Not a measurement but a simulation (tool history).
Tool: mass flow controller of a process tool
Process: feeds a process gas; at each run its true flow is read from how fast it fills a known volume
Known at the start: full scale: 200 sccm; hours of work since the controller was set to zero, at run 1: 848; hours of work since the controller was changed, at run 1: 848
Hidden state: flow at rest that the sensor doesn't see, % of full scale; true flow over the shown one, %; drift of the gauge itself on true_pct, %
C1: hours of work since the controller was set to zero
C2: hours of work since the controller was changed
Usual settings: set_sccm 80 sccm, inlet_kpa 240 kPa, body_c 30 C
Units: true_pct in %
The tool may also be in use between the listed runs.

Run 1, hour 0.0: usual settings; C1 848; C2 848. Result: true_pct 98.90 %.
Run 2, hour 498.7: usual settings; C1 1241; C2 1241. Result: true_pct 99.10 %.
Run 3, hour 770.0: usual settings; C1 1455; C2 1455. Result: true_pct 99.04 %.
Run 4, hour 1209.9: usual settings; C1 1801; C2 1801. Result: true_pct 98.99 %.
Run 5, hour 1748.9: usual settings; C1 2226; C2 2226. Result: true_pct 98.91 %.
Run 6, hour 2235.0: usual settings; C1 2610; C2 2610. Result: true_pct 99.04 %.
Run 7, hour 2599.4: usual settings; C1 2897; C2 2897. Result: true_pct 98.93 %.
Run 8, hour 3018.9: usual settings; C1 3227; C2 3227. Result: true_pct 99.10 %.
Run 9, hour 3409.4: usual settings but set_sccm 150 sccm; C1 3535; C2 3535. Result: true_pct 99.48 %.
Run 10, hour 3692.3: usual settings but set_sccm 26 sccm; C1 3758; C2 3758. Result: true_pct 98.63 %.
Run 11, hour 4149.1: usual settings but set_sccm 84 sccm, body_c 32 C; C1 4118; C2 4118. Result: true_pct 98.89 %.
Run 12, hour 4524.3: usual settings but set_sccm 84 sccm, inlet_kpa 174 kPa, body_c 32 C; C1 4414; C2 4414. Result: true_pct 98.70 %.
Run 13, hour 4973.4: usual settings but set_sccm 55 sccm, inlet_kpa 183 kPa, body_c 26 C; C1 4768; C2 4768. Result: true_pct 98.65 %.
Run 14, hour 5517.2: usual settings but set_sccm 170 sccm, body_c 29 C; C1 5197; C2 5197. Result: true_pct 99.69 %.
Run 15, hour 5776.1: usual settings but set_sccm 134 sccm, inlet_kpa 157 kPa, body_c 33 C; C1 5401; C2 5401. Result: true_pct 98.74 %.
At hour 6187.6: controller's zero set anew.
Run 16, hour 6312.5: usual settings but set_sccm 134 sccm, inlet_kpa 223 kPa, body_c 33 C; C1 98; C2 5823. Result: true_pct 99.25 %.
Run 17, hour 6759.3: usual settings but set_sccm 60 sccm, inlet_kpa 223 kPa, body_c 33 C; C1 451; C2 6175. Result: true_pct 98.54 %.
Run 18, hour 7074.1: usual settings but set_sccm 120 sccm, inlet_kpa 206 kPa, body_c 25 C; C1 699; C2 6424. Result: true_pct 99.41 %.
Run 19, hour 7305.1: usual settings but set_sccm 38 sccm, inlet_kpa 266 kPa, body_c 27 C; C1 881; C2 6606. Result: true_pct 98.91 %.
Run 20, hour 7595.2: usual settings but inlet_kpa 176 kPa, body_c 31 C; C1 1110; C2 6834. Result: true_pct 98.47 %.

3 ways to go on from here, each from the tool as it stands after run 20. What would each give?
Run A, hour 7985.5: usual settings but set_sccm 42 sccm, inlet_kpa 176 kPa, body_c 20 C; C1 1417; C2 7142. Result: true_pct ?.
Run B, hour 7985.5: usual settings but inlet_kpa 192 kPa; C1 1417; C2 7142. Result: true_pct ?.
Run C, hour 7985.5: usual settings but inlet_kpa 176 kPa, body_c 28 C; C1 1417; C2 7142. Result: true_pct ?.

run  true_pct
  A     98.64
  B     98.78
  C     98.59
Without the tool's hidden state the same runs would have given:
run  true_pct
  A     98.65
  B     98.79
  C     98.60
